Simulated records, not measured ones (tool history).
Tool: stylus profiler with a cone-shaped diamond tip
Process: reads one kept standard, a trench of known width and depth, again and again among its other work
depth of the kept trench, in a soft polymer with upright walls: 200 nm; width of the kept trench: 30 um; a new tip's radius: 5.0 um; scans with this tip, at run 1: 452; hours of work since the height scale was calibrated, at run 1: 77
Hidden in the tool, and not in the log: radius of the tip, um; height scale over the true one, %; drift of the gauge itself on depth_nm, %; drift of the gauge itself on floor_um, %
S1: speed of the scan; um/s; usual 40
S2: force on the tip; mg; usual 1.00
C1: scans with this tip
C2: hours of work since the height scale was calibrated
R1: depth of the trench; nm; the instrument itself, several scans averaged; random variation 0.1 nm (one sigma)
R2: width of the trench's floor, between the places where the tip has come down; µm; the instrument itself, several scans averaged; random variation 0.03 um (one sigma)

run,hour,S1,S2,C1,C2,R1,R2
1,0.0,40,1.00,452,77,201.33,26.73
2,15.9,40,0.83,513,87,201.18,26.67
3,32.4,40,0.83,576,98,201.26,26.67
4,41.6,40,0.83,611,104,201.31,26.68
5,58.3,40,0.90,674,115,201.19,26.68
6,70.3,40,0.90,720,123,201.24,26.64
7,88.5,40,0.90,789,134,201.27,26.62
8,96.8,40,1.03,820,140,201.41,26.63
9,105.0,40,1.35,852,145,201.77,26.70
10,121.0,40,1.00,913,155,201.42,26.67
11,131.3,40,0.42,952,162,200.78,26.44
12,140.7,40,0.42,987,168,200.82,26.42
13,159.6,40,0.42,1059,180,200.82,26.40
14,175.9,40,0.42,1121,191,200.61,26.37
15,191.3,40,1.00,1180,201,201.49,26.54
16,202.8,40,1.00,1224,208,201.43,26.53
17,221.3,40,1.00,1294,220,201.40,26.54
18,236.9,40,1.00,1353,231,201.56,26.46
19,245.9,40,0.38,1388,236,200.78,26.29
20,258.8,40,0.38,1437,245,200.91,26.27
21,272.5,134,1.00,1489,254,201.48,25.69
22,289.3,15,1.00,1553,265,201.35,26.64
23,298.4,15,1.00,1587,270,201.58,26.68
24,313.2,15,1.00,1643,280,201.30,26.61
25,331.6,15,1.00,1713,292,201.37,26.67

Run 26 comes next. What will it give?
26,345.3,10,1.30,1765,301,?,?

Run 26 gave R1 201.68 nm, R2 26.68 µm.
Without the tool's hidden state the same run would have given R1 201.53 nm, R2 27.12 µm.
